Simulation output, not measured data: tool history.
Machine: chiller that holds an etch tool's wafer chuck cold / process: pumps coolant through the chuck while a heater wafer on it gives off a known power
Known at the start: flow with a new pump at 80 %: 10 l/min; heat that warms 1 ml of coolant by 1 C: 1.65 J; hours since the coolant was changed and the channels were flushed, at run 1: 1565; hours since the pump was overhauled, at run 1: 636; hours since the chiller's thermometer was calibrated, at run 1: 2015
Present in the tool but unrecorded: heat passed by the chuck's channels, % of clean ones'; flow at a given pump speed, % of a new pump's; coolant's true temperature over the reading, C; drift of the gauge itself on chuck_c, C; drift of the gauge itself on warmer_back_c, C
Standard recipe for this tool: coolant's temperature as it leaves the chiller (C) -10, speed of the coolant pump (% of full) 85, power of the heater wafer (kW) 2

| run | hour | coolant's temperature as it leaves the chiller (C) | speed of the coolant pump (% of full) | power of the heater wafer (kW) | hours since the coolant was changed and the channels were flushed | hours since the pump was overhauled | hours since the chiller's thermometer was calibrated | chuck's temperature once it has settled (C) | how much warmer the coolant comes back (C) |
|---|---|---|---|---|---|---|---|---|---|
| 1 | 0 | -10 | 85 | 2 | 1565 | 636 | 2015 | 3.8 | 6.89 |
| 2 | 24.5 | -10 | 85 | 2 | 1590 | 661 | 2040 | 3.9 | 6.89 |
| 3 | 56.2 | -10 | 85 | 2 | 1621 | 693 | 2071 | 3.9 | 6.89 |
| 4 | 82.4 | -10 | 85 | 2 | 1647 | 719 | 2097 | 4 | 6.87 |
| 5 | 133.6 | -10 | 85 | 2.091 | 1699 | 770 | 2149 | 4.6 | 7.19 |
| 6 | 165.5 | -5 | 85 | 2.091 | 1731 | 802 | 2181 | 9.5 | 7.2 |
| 7 | 196.7 | -10 | 85 | 2 | 1762 | 833 | 2212 | 4 | 6.84 |
| 8 | 223.1 | -10 | 85 | 2 | 1788 | 859 | 2238 | 3.8 | 6.88 |
| 9 | 266 | -10 | 85 | 1.185 | 1831 | 902 | 2281 | -1.7 | 4.08 |
| 10 | 309.8 | -10 | 85 | 1.185 | 1875 | 946 | 2325 | -1.8 | 4.05 |
| 11 | 350.4 | -10 | 85 | 1.563 | 1915 | 987 | 2365 | 1 | 5.49 |
| 12 | 384.4 | -10 | 85 | 1.563 | 1949 | 1021 | 2399 | 1 | 5.39 |
| 13 | 433.2 | -12 | 66 | 1.14 | 1998 | 1070 | 2448 | -2.6 | 5.1 |
| 14 | 458.7 | -12 | 66 | 1.14 | 2024 | 1095 | 2474 | -2.5 | 5.08 |
| 15 | 486.5 | -13 | 95 | 2 | 2052 | 1123 | 2502 | 0.4 | 6.18 |
| 16 | 541.7 | -13 | 95 | 2 | 2107 | 1178 | 2557 | 0.2 | 6.23 |
| 17 | 574.2 | -17 | 95 | 1.493 | 2139 | 1211 | 2589 | -7 | 4.66 |

Expected results for the next run?
| 18 | 617.6 | -10 | 83 | 2 | 2183 | 1254 | 2633 | ? | ? |

{"run 18": {"chuck's temperature once it has settled (C)": 4.1, "how much warmer the coolant comes back (C)": 7.06}}
Had the tool carried no hidden state, the very same run would have given chuck's temperature once it has settled (C) 3.4, how much warmer the coolant comes back (C) 6.97.
